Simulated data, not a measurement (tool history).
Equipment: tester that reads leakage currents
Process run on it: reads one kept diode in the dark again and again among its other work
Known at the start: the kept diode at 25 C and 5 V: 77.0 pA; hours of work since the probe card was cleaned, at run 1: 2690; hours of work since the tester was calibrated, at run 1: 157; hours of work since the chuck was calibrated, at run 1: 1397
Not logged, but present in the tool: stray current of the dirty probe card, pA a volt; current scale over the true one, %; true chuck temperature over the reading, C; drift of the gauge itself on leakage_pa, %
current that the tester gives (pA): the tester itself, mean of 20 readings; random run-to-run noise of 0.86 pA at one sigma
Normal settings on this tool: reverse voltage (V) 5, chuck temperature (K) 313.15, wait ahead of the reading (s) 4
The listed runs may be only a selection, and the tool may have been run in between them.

run   hour  reverse voltage (V)  chuck temperature (K)  wait ahead of the reading (s)  hours of work since the probe card was cleaned  hours of work since the tester was calibrated  hours of work since the chuck was calibrated  current that the tester gives (pA)
  1      0                    5                 313.15                              4                                            2690                                            157                                          1397                              268.81
  2   30.6                    5                 313.15                              4                                            2705                                            172                                          1412                               267.4
  3   65.9                    5                 313.15                              4                                            2723                                            190                                          1429                              267.46
  4   90.9                    5                 313.15                              4                                            2735                                            202                                          1442                              268.94
  5  131.5                    5                 313.15                              4                                            2755                                            222                                          1462                              267.34
  6  164.9                    5                 313.15                           2.37                                            2772                                            239                                          1478                              267.89
  7  183.1                    5                 313.15                           2.37                                            2781                                            248                                          1487                              266.84
  8  216.9                 3.31                 313.15                              4                                            2797                                            265                                          1504                              218.46
  9  249.5                 3.31                 313.15                              4                                            2813                                            281                                          1520                              217.29
 10  280.2                 3.31                 313.15                              4                                            2829                                            296                                          1535                              215.29
 11    309                 3.31                 313.15                              4                                            2843                                            310                                          1549                              216.18
 12  345.1                    5                 313.15                           0.98                                            2861                                            328                                          1567                              266.42
 13  379.7                    5                 313.15                           0.98                                            2878                                            345                                          1584                              265.37
     384.1  -- tester calibrated
 14  413.7                    5                 313.15                           0.98                                            2894                                             15                                          1600                              265.69
 15  454.3                    5                 313.15                           0.98                                            2914                                             35                                          1620                              263.64
 16  479.7                    5                 313.15                           0.98                                            2926                                             47                                          1633                              266.12
 17  501.2                    5                 313.15                           0.98                                            2937                                             58                                          1644                              264.06
 18  521.4                    5                 313.15                           0.98                                            2947                                             68                                          1654                              263.98
 19  552.4                 1.23                 313.15                              4                                            2962                                             83                                          1669                              131.85
 20  587.5                 3.58                 313.15                              4                                            2979                                            101                                          1686                              223.34
     601.1  -- tester calibrated, once more
 21  622.2                    5                 316.15                           0.37                                            2996                                             10                                          1702                              336.94
 22  662.1                 1.46                 317.15                              4                                            3015                                             30                                          1722                              199.64
 23  692.1                 1.46                 317.15                              4                                            3030                                             45                                          1737                               199.9

Run 24 comes next. What will it give?
 24  709.6                 1.46                 317.15                              4                                            3039                                             54                                          1746                                   ?

current that the tester gives (pA): 199.28
Were there no unlogged condition in the tool, this run, its random variation unchanged, would have produced current that the tester gives (pA) 222.22.
